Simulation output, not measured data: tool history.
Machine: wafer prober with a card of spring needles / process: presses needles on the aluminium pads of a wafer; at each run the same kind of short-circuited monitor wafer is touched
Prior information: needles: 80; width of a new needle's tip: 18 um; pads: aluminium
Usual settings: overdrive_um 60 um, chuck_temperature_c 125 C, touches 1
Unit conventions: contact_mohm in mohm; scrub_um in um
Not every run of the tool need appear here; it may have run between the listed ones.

run	hour	overdrive_um	chuck_temperature_c	touches	contact_mohm	scrub_um
1	0	60	125	1	181	11.23
# hour 9: tips cleaned on abrasive film
2	22.2	60	125	1	184	11.1
# hour 25.9: tips cleaned on abrasive film
# hour 42.7: tips cleaned on abrasive film
3	43.9	60	125	1	178	11.19
4	57	60	125	1	179	11.12
# hour 59.3: tips cleaned on abrasive film
5	73.6	60	86	1	170	11.11
# hour 75.2: tips cleaned on abrasive film
# hour 89.9: tips cleaned on abrasive film
6	91.6	60	86	2	170	11.05
# hour 105: tips cleaned on abrasive film
7	109	60	86	2	175	11.08
# hour 121: tips cleaned on abrasive film
8	132	60	125	1	184	11.09
# hour 136.6: tips cleaned on abrasive film
9	143.6	60	84	1	171	11.04
# hour 151.8: tips cleaned on abrasive film
10	154.5	60	84	1	171	11.07
11	165.9	60	84	1	170	10.97
# hour 167.6: tips cleaned on abrasive film
# hour 183.4: tips cleaned on abrasive film
12	183.6	78	112	1	172	14.36
# hour 199.4: tips cleaned on abrasive film
13	208.6	43	112	1	187	7.98
# hour 214.2: tips cleaned on abrasive film
# hour 229.7: tips cleaned on abrasive film
# hour 234.2: gauge calibrated
14	235.1	60	84	2	170	11.13
# hour 245.2: tips cleaned on abrasive film
15	247.2	51	103	2	177	9.51
# hour 259.9: tips cleaned on abrasive film
16	273.4	51	47	2	168	9.46
# hour 275.9: tips cleaned on abrasive film
# hour 292.1: tips cleaned on abrasive film
17	299.2	51	47	1	169	9.43
# hour 307.3: tips cleaned on abrasive film
# hour 323: tips cleaned on abrasive film
18	324.7	60	125	2	178	11.06
# hour 338: tips cleaned on abrasive film
# hour 346.9: height of the first contact set anew
19	348.1	61	37	1	163	11.24
# hour 353.8: tips cleaned on abrasive film
20	368.1	71	37	1	164	13.07
# hour 370.1: tips cleaned on abrasive film
# hour 385.5: tips cleaned on abrasive film
21	385.5	71	37	1	160	13.02
# hour 401.4: tips cleaned on abrasive film
22	409.9	49	67	1	174	9

Below are 5 alternative next runs, each starting from the tool's condition after run 22. Predict each:
# hour 417.4: tips cleaned on abrasive film
A	423.3	57	30	1	?	?
# hour 417.4: tips cleaned on abrasive film
B	423.3	60	125	1	?	?
# hour 417.4: tips cleaned on abrasive film
C	423.3	61	125	1	?	?
# hour 417.4: tips cleaned on abrasive film
D	423.3	53	33	1	?	?
# hour 417.4: tips cleaned on abrasive film
E	423.3	60	35	1	?	?

run	contact_mohm	scrub_um
A	161	10.52
B	176	11.02
C	181	11.18
D	164	9.72
E	163	11.03
Had the tool no hidden state, the same runs would have come out as:
run	contact_mohm	scrub_um
A	161	10.65
B	176	11.15
C	180	11.32
D	163	9.84
E	162	11.17
